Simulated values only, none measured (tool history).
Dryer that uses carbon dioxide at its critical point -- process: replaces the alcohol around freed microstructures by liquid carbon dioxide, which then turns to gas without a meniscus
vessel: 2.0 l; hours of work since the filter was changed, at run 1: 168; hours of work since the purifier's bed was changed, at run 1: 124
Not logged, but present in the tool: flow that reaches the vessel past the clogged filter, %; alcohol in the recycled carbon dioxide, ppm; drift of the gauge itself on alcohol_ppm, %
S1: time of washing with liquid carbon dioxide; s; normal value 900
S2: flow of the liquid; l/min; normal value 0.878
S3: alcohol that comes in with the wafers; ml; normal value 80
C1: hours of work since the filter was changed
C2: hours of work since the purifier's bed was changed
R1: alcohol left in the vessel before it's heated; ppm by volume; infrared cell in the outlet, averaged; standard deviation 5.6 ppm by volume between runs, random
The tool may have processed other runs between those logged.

run 1 hour=0.0 | S1=900 S2=0.878 S3=80 | C1=168 C2=124 | R1=254
run 2 hour=22.3 | S1=900 S2=0.878 S3=24 | C1=176 C2=133 | R1=105
run 3 hour=37.4 | S1=900 S2=0.878 S3=24 | C1=182 C2=139 | R1=97
run 4 hour=51.2 | S1=900 S2=0.878 S3=54 | C1=187 C2=144 | R1=178
run 5 hour=65.4 | S1=900 S2=0.878 S3=54 | C1=193 C2=150 | R1=187
run 6 hour=85.8 | S1=900 S2=1.367 S3=54 | C1=201 C2=157 | R1=42
run 7 hour=111.2 | S1=900 S2=1.367 S3=54 | C1=210 C2=167 | R1=47
run 8 hour=125.1 | S1=900 S2=1.262 S3=80 | C1=216 C2=173 | R1=66
-- hour=129.9 inlet filter changed
run 9 hour=147.0 | S1=900 S2=1.262 S3=80 | C1=7 C2=181 | R1=59
run 10 hour=169.9 | S1=900 S2=1.262 S3=80 | C1=15 C2=189 | R1=56
run 11 hour=195.2 | S1=900 S2=0.878 S3=80 | C1=25 C2=199 | R1=216
run 12 hour=209.7 | S1=900 S2=0.878 S3=80 | C1=31 C2=205 | R1=213
run 13 hour=222.2 | S1=900 S2=0.765 S3=80 | C1=35 C2=209 | R1=384
run 14 hour=238.9 | S1=660 S2=0.688 S3=75 | C1=42 C2=216 | R1=1714
run 15 hour=252.3 | S1=900 S2=0.878 S3=34 | C1=47 C2=221 | R1=122
run 16 hour=274.5 | S1=900 S2=1.106 S3=34 | C1=55 C2=229 | R1=79
run 17 hour=299.6 | S1=840 S2=0.696 S3=34 | C1=65 C2=239 | R1=375
run 18 hour=310.8 | S1=780 S2=0.564 S3=38 | C1=69 C2=243 | R1=987
run 19 hour=322.7 | S1=780 S2=0.564 S3=38 | C1=74 C2=248 | R1=958
run 20 hour=335.8 | S1=780 S2=0.829 S3=62 | C1=79 C2=253 | R1=437
run 21 hour=354.6 | S1=780 S2=0.829 S3=62 | C1=86 C2=260 | R1=445

Hidden state or all else? Some run-to-run changes of R1, split into what the settings, what came in and random variation would give without the hidden state, and what is left for the hidden state (with any gauge scatter that isn't in both results):
Run 13 -> 14: S1 900 -> 660, S2 0.765 -> 0.688, S3 80 -> 75. R1 +1330 ppm by volume: hidden state +60, all else +1270.
Run 14 -> 15: S1 660 -> 900, S2 0.688 -> 0.878, S3 75 -> 34. R1 -1592 ppm by volume: hidden state -73, all else -1519.
